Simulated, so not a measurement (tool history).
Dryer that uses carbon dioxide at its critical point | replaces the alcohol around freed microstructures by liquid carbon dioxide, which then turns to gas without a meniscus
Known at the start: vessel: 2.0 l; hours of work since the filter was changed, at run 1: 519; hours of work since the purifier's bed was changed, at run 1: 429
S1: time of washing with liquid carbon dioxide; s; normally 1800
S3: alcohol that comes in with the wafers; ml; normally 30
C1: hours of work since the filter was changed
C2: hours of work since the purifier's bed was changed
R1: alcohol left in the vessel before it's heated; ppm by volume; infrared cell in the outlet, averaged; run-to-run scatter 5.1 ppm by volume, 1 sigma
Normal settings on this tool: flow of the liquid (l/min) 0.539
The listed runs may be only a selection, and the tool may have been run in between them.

run 1 day=0 | S1=1800 flow_of_the_liquid_(l/min)=0.539 S3=30 | C1=519 C2=429 | R1=137
run 2 day=0.988 | S1=1800 flow_of_the_liquid_(l/min)=0.539 S3=30 | C1=531 C2=441 | R1=143
-- day=1.312 inlet filter changed
run 3 day=1.717 | S1=1800 flow_of_the_liquid_(l/min)=0.377 S3=30 | C1=5 C2=449 | R1=352
run 4 day=2.433 | S1=1800 flow_of_the_liquid_(l/min)=0.377 S3=30 | C1=14 C2=458 | R1=347
run 5 day=3.529 | S1=1800 flow_of_the_liquid_(l/min)=0.539 S3=44 | C1=27 C2=471 | R1=142
run 6 day=4.154 | S1=1800 flow_of_the_liquid_(l/min)=0.539 S3=44 | C1=34 C2=479 | R1=143
run 7 day=5.025 | S1=1800 flow_of_the_liquid_(l/min)=0.539 S3=30 | C1=45 C2=489 | R1=122
run 8 day=5.492 | S1=1800 flow_of_the_liquid_(l/min)=0.539 S3=30 | C1=51 C2=495 | R1=110
run 9 day=6.342 | S1=1800 flow_of_the_liquid_(l/min)=0.539 S3=30 | C1=61 C2=505 | R1=125
run 10 day=7.458 | S1=1800 flow_of_the_liquid_(l/min)=0.436 S3=24 | C1=74 C2=519 | R1=198
run 11 day=8.529 | S1=1800 flow_of_the_liquid_(l/min)=0.436 S3=24 | C1=87 C2=531 | R1=206
run 12 day=9.242 | S1=1800 flow_of_the_liquid_(l/min)=0.436 S3=24 | C1=96 C2=540 | R1=209
run 13 day=10.283 | S1=1800 flow_of_the_liquid_(l/min)=0.436 S3=24 | C1=109 C2=553 | R1=209
run 14 day=11.008 | S1=1500 flow_of_the_liquid_(l/min)=0.436 S3=24 | C1=117 C2=561 | R1=356

5 options for the next run, each taken on its own from the tool as it stands now. Forecast them:
run A day=11.962 | S1=1740 flow_of_the_liquid_(l/min)=0.897 S3=30 | C1=129 C2=573 | R1=?
run B day=11.962 | S1=1800 flow_of_the_liquid_(l/min)=0.539 S3=24 | C1=129 C2=573 | R1=?
run C day=11.962 | S1=2220 flow_of_the_liquid_(l/min)=0.425 S3=84 | C1=129 C2=573 | R1=?
run D day=11.962 | S1=1920 flow_of_the_liquid_(l/min)=0.852 S3=30 | C1=129 C2=573 | R1=?
run E day=11.962 | S1=1500 flow_of_the_liquid_(l/min)=0.763 S3=117 | C1=129 C2=573 | R1=?

run=A R1=79
run=B R1=123
run=C R1=271
run=D R1=81
run=E R1=158
The same runs, with their run-to-run variation unchanged, on a tool lacking any hidden condition would have given:
run=A R1=4
run=B R1=43
run=C R1=169
run=D R1=6
run=E R1=71
